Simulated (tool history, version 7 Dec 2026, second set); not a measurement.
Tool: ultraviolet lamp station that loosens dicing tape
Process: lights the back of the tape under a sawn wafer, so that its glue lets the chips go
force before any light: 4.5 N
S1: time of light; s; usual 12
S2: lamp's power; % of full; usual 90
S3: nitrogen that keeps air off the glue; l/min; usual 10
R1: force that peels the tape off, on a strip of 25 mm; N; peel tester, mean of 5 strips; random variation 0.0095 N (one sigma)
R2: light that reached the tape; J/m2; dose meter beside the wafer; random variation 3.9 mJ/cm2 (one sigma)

| run | hour | S1 | S2 | S3 | R1 | R2 |
|---|---|---|---|---|---|---|
| 1 | 0 | 12 | 90 | 10 | 0.47 | 5950 |
| 2 | 9.2 | 12 | 84 | 10 | 0.563 | 5590 |
| 3 | 18.2 | 12 | 90 | 10 | 0.506 | 6000 |
| 4 | 26.5 | 12 | 90 | 10 | 0.493 | 5940 |
| 5 | 33.3 | 12 | 90 | 10 | 0.488 | 6040 |
| 6 | 40.2 | 12 | 90 | 10 | 0.498 | 5910 |
| 7 | 47.5 | 21 | 90 | 10 | 0.209 | 10410 |
| 8 | 56.6 | 21 | 90 | 10 | 0.21 | 10370 |
| 9 | 67.7 | 21 | 90 | 10 | 0.224 | 9750 |
| 10 | 72.9 | 12 | 88 | 10 | 0.559 | 5430 |
| 11 | 82.4 | 12 | 88 | 10 | 0.579 | 5460 |
| 12 | 90.5 | 12 | 88 | 10 | 0.607 | 5420 |
| 13 | 99 | 12 | 66 | 16 | 0.725 | 4070 |
| 14 | 109.3 | 12 | 66 | 16 | 0.614 | 4600 |
| 15 | 118.2 | 12 | 91 | 4 | 0.769 | 6360 |
| 16 | 125.2 | 12 | 71 | 10 | 0.684 | 4950 |
| 17 | 134.7 | 19 | 63 | 7 | 0.468 | 6980 |
| 18 | 140.5 | 10 | 63 | 7 | 1.245 | 3720 |
| 19 | 145.4 | 8 | 63 | 7 | 1.595 | 2940 |
| 20 | 150.8 | 20 | 90 | 10 | 0.194 | 10460 |
| 21 | 155.2 | 20 | 90 | 5 | 0.303 | 10320 |
| 22 | 165 | 12 | 84 | 4 | 0.884 | 5800 |
| 23 | 172.3 | 11 | 69 | 6 | 1.055 | 4380 |

Not shown: 2 entries that the log had between the listed runs. Between which runs, and how does the tool's hidden state differ before and after?
Between runs 8 and 9: window cleaned of glue's vapour (hour 58.1)
  lamp's light, % of a new lamp's: 94.5 -> 94.4; light that the window lets through, % of a clean one's: 93.1 -> 88.1
  measured less the result without the state, R1: +0.024 -> +0.039 N; R2: -1410 -> -1970 J/m2
Between runs 13 and 14: window cleaned of glue's vapour, once more (hour 101.1)
  lamp's light, % of a new lamp's: 94.1 -> 94; light that the window lets through, % of a clean one's: 87.7 -> 99.7
  measured less the result without the state, R1: +0.198 -> +0.064 N; R2: -860 -> -310 J/m2
